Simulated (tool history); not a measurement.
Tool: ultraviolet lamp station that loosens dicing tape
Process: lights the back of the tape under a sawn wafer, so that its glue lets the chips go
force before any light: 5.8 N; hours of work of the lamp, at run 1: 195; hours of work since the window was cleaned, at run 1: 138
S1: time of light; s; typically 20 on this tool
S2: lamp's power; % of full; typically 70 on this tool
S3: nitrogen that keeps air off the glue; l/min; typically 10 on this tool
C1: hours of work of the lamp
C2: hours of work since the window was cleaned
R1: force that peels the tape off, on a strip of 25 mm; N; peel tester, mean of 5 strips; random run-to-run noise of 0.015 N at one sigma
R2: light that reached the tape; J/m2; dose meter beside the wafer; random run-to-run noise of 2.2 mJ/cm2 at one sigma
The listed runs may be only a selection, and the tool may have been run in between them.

run 1 hour=0.0 | S1=20 S2=70 S3=10 | C1=195 C2=138 | R1=0.875 R2=1760
run 2 hour=5.3 | S1=20 S2=70 S3=10 | C1=199 C2=142 | R1=0.869 R2=1760
run 3 hour=14.4 | S1=20 S2=90 S3=10 | C1=206 C2=149 | R1=0.546 R2=2270
run 4 hour=22.5 | S1=20 S2=90 S3=10 | C1=212 C2=155 | R1=0.564 R2=2220
run 5 hour=27.4 | S1=20 S2=70 S3=10 | C1=216 C2=159 | R1=0.876 R2=1770
run 6 hour=36.6 | S1=20 S2=68 S3=10 | C1=223 C2=166 | R1=0.940 R2=1670
run 7 hour=44.9 | S1=20 S2=68 S3=10 | C1=229 C2=172 | R1=0.943 R2=1690
run 8 hour=52.0 | S1=20 S2=68 S3=10 | C1=235 C2=178 | R1=0.954 R2=1690
run 9 hour=61.8 | S1=20 S2=70 S3=10 | C1=242 C2=185 | R1=0.905 R2=1730
run 10 hour=68.6 | S1=20 S2=70 S3=10 | C1=247 C2=190 | R1=0.918 R2=1700
run 11 hour=77.5 | S1=20 S2=70 S3=5 | C1=254 C2=197 | R1=1.355 R2=1690
run 12 hour=85.1 | S1=20 S2=70 S3=10 | C1=260 C2=203 | R1=0.952 R2=1710
run 13 hour=93.2 | S1=20 S2=70 S3=10 | C1=266 C2=209 | R1=0.941 R2=1690
run 14 hour=103.3 | S1=20 S2=70 S3=10 | C1=274 C2=216 | R1=0.952 R2=1740
run 15 hour=112.2 | S1=20 S2=100 S3=10 | C1=280 C2=223 | R1=0.496 R2=2360
run 16 hour=116.9 | S1=20 S2=100 S3=10 | C1=284 C2=227 | R1=0.501 R2=2350
run 17 hour=121.5 | S1=20 S2=100 S3=10 | C1=287 C2=230 | R1=0.481 R2=2380
run 18 hour=128.6 | S1=20 S2=100 S3=10 | C1=293 C2=236 | R1=0.499 R2=2360
run 19 hour=136.9 | S1=11 S2=70 S3=10 | C1=299 C2=242 | R1=2.035 R2=920
run 20 hour=142.2 | S1=20 S2=79 S3=10 | C1=303 C2=246 | R1=0.804 R2=1860
run 21 hour=147.3 | S1=20 S2=79 S3=10 | C1=307 C2=250 | R1=0.804 R2=1840
-- hour=148.3 window cleaned of glue's vapour
run 22 hour=155.2 | S1=11 S2=66 S3=11 | C1=313 C2=5 | R1=2.230 R2=820
run 23 hour=160.3 | S1=39 S2=91 S3=11 | C1=316 C2=9 | R1=0.204 R2=4080
run 24 hour=170.4 | S1=29 S2=60 S3=3 | C1=324 C2=17 | R1=1.444 R2=2020
run 25 hour=179.8 | S1=29 S2=60 S3=3 | C1=331 C2=24 | R1=1.543 R2=2000
run 26 hour=186.5 | S1=31 S2=64 S3=11 | C1=336 C2=29 | R1=0.515 R2=2320
-- hour=191.0 window cleaned of glue's vapour, once more
run 27 hour=195.3 | S1=27 S2=70 S3=16 | C1=343 C2=3 | R1=0.383 R2=2300
run 28 hour=199.6 | S1=27 S2=70 S3=16 | C1=346 C2=7 | R1=0.385 R2=2260
run 29 hour=204.4 | S1=14 S2=71 S3=15 | C1=350 C2=10 | R1=1.262 R2=1190
run 30 hour=212.5 | S1=20 S2=60 S3=17 | C1=356 C2=16 | R1=0.890 R2=1450
run 31 hour=221.3 | S1=12 S2=60 S3=18 | C1=362 C2=23 | R1=1.776 R2=840
run 32 hour=226.2 | S1=24 S2=66 S3=4 | C1=366 C2=27 | R1=1.407 R2=1880
run 33 hour=234.6 | S1=20 S2=70 S3=10 | C1=372 C2=33 | R1=0.940 R2=1660
run 34 hour=239.9 | S1=20 S2=70 S3=10 | C1=376 C2=37 | R1=0.964 R2=1660
run 35 hour=249.0 | S1=20 S2=70 S3=10 | C1=383 C2=44 | R1=0.946 R2=1650
run 36 hour=254.1 | S1=24 S2=67 S3=4 | C1=387 C2=48 | R1=1.410 R2=1920
run 37 hour=263.3 | S1=28 S2=87 S3=9 | C1=394 C2=55 | R1=0.366 R2=2880
run 38 hour=269.9 | S1=24 S2=77 S3=10 | C1=399 C2=60 | R1=0.602 R2=2220
run 39 hour=276.9 | S1=24 S2=77 S3=10 | C1=405 C2=65 | R1=0.610 R2=2130
run 40 hour=285.3 | S1=24 S2=77 S3=10 | C1=411 C2=71 | R1=0.634 R2=2130
run 41 hour=292.1 | S1=24 S2=77 S3=10 | C1=416 C2=77 | R1=0.637 R2=2140

Each row is a separate what-if for the run after 41, all from the same tool condition, not one after another. Results?
run A hour=301.1 | S1=16 S2=94 S3=10 | C1=423 C2=83 | R1=? R2=?
run B hour=301.1 | S1=12 S2=65 S3=5 | C1=423 C2=83 | R1=? R2=?
run C hour=301.1 | S1=12 S2=66 S3=3 | C1=423 C2=83 | R1=? R2=?

run=A R1=0.890 R2=1760
run=B R1=2.701 R2=920
run=C R1=3.150 R2=920
Take away the tool's hidden state, keep each run's random variation, and the runs would have read:
run=A R1=0.643 R2=2110
run=B R1=2.323 R2=1100
run=C R1=2.781 R2=1100
